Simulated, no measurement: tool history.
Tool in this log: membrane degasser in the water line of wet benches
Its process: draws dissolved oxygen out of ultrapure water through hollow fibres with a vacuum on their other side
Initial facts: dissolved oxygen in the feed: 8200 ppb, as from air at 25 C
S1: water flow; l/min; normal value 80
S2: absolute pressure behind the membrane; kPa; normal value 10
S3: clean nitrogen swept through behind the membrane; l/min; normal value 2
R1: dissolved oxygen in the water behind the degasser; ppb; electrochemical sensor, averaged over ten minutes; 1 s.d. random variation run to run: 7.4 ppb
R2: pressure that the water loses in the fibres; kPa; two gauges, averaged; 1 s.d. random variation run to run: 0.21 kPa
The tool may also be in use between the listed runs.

{"run": 1, "hour": 0.0, "S1": 80, "S2": 10, "S3": 2, "R1": 755.9, "R2": 50.37}
{"run": 2, "hour": 149.0, "S1": 80, "S2": 10, "S3": 2, "R1": 771.1, "R2": 50.9}
{"hour": 346.6, "done": "seals of the vacuum lines changed"}
{"run": 3, "hour": 346.6, "S1": 80, "S2": 10, "S3": 2, "R1": 765.4, "R2": 50.87}
{"run": 4, "hour": 474.0, "S1": 80, "S2": 10, "S3": 2, "R1": 770.5, "R2": 51.22}
{"run": 5, "hour": 579.1, "S1": 80, "S2": 10, "S3": 2, "R1": 772, "R2": 50.45}
{"run": 6, "hour": 812.2, "S1": 80, "S2": 10, "S3": 2, "R1": 782.4, "R2": 51.3}
{"run": 7, "hour": 989.2, "S1": 80, "S2": 10, "S3": 2, "R1": 787.7, "R2": 51.22}
{"run": 8, "hour": 1149.1, "S1": 80, "S2": 10, "S3": 2, "R1": 763.7, "R2": 51.11}
{"run": 9, "hour": 1386.2, "S1": 80, "S2": 10, "S3": 2, "R1": 771.5, "R2": 51.55}
{"run": 10, "hour": 1570.3, "S1": 80, "S2": 10, "S3": 2, "R1": 785.7, "R2": 51.79}
{"run": 11, "hour": 1802.7, "S1": 80, "S2": 10, "S3": 2, "R1": 792.2, "R2": 51.72}
{"run": 12, "hour": 2004.4, "S1": 80, "S2": 10, "S3": 2, "R1": 781.7, "R2": 51.88}
{"run": 13, "hour": 2243.1, "S1": 80, "S2": 10, "S3": 2, "R1": 805.9, "R2": 51.55}
{"run": 14, "hour": 2381.4, "S1": 80, "S2": 10, "S3": 2, "R1": 783.4, "R2": 51.61}
{"hour": 2540.2, "done": "vacuum gauge calibrated"}
{"run": 15, "hour": 2593.7, "S1": 102, "S2": 10, "S3": 2, "R1": 1115.5, "R2": 66.36}
{"run": 16, "hour": 2701.7, "S1": 102, "S2": 10, "S3": 2, "R1": 1088.2, "R2": 66.56}
{"run": 17, "hour": 2904.4, "S1": 55, "S2": 10, "S3": 2, "R1": 495.6, "R2": 35.91}
{"run": 18, "hour": 3025.1, "S1": 58, "S2": 10, "S3": 1.13, "R1": 760.5, "R2": 38.04}
{"run": 19, "hour": 3224.3, "S1": 56, "S2": 10, "S3": 3.76, "R1": 342.7, "R2": 36.72}
{"run": 20, "hour": 3396.8, "S1": 56, "S2": 10, "S3": 3.76, "R1": 338.4, "R2": 36.81}
{"hour": 3592.7, "done": "vacuum gauge calibrated, once more"}
{"run": 21, "hour": 3625.0, "S1": 80, "S2": 18.2, "S3": 2.8, "R1": 1086.7, "R2": 52.7}
{"run": 22, "hour": 3808.7, "S1": 80, "S2": 18.2, "S3": 2.8, "R1": 1097.8, "R2": 52.5}
{"run": 23, "hour": 3968.4, "S1": 80, "S2": 18.2, "S3": 2.8, "R1": 1112.8, "R2": 52.8}
{"run": 24, "hour": 4093.5, "S1": 116, "S2": 11, "S3": 1.95, "R1": 1366.8, "R2": 76.57}
{"run": 25, "hour": 4317.0, "S1": 54, "S2": 9.6, "S3": 2.49, "R1": 390.3, "R2": 35.73}
{"run": 26, "hour": 4537.1, "S1": 80, "S2": 13.3, "S3": 1.37, "R1": 1222.1, "R2": 52.72}
{"run": 27, "hour": 4713.8, "S1": 112, "S2": 13.3, "S3": 1.37, "R1": 1747.5, "R2": 74.28}
{"run": 28, "hour": 4926.8, "S1": 112, "S2": 13.3, "S3": 1.37, "R1": 1751.2, "R2": 74.01}
{"run": 29, "hour": 5079.3, "S1": 80, "S2": 12.8, "S3": 2, "R1": 990.5, "R2": 53.52}
{"run": 30, "hour": 5263.0, "S1": 50, "S2": 16.4, "S3": 2, "R1": 737.8, "R2": 33.44}
{"run": 31, "hour": 5441.5, "S1": 50, "S2": 16.4, "S3": 2, "R1": 742, "R2": 33.26}
{"run": 32, "hour": 5582.2, "S1": 80, "S2": 9.3, "S3": 2, "R1": 773.9, "R2": 53.86}
{"run": 33, "hour": 5768.5, "S1": 80, "S2": 9.3, "S3": 2, "R1": 772.9, "R2": 53.52}

Branching from run 33: 3 alternative next runs. What would each branch give?
{"run": "A", "hour": 5976.6, "S1": 86, "S2": 11, "S3": 5.25, "R1": "?", "R2": "?"}
{"run": "B", "hour": 5976.6, "S1": 50, "S2": 10, "S3": 3.61, "R1": "?", "R2": "?"}
{"run": "C", "hour": 5976.6, "S1": 82, "S2": 9.3, "S3": 2.38, "R1": "?", "R2": "?"}

run=A R1=665.9 R2=57.64
run=B R1=292.4 R2=33.3
run=C R1=747.4 R2=55.15
Take away the tool's hidden state, keep each run's random variation, and the runs would have read:
run=A R1=563.9 R2=52.3
run=B R1=261.1 R2=30.19
run=C R1=656.3 R2=50.05
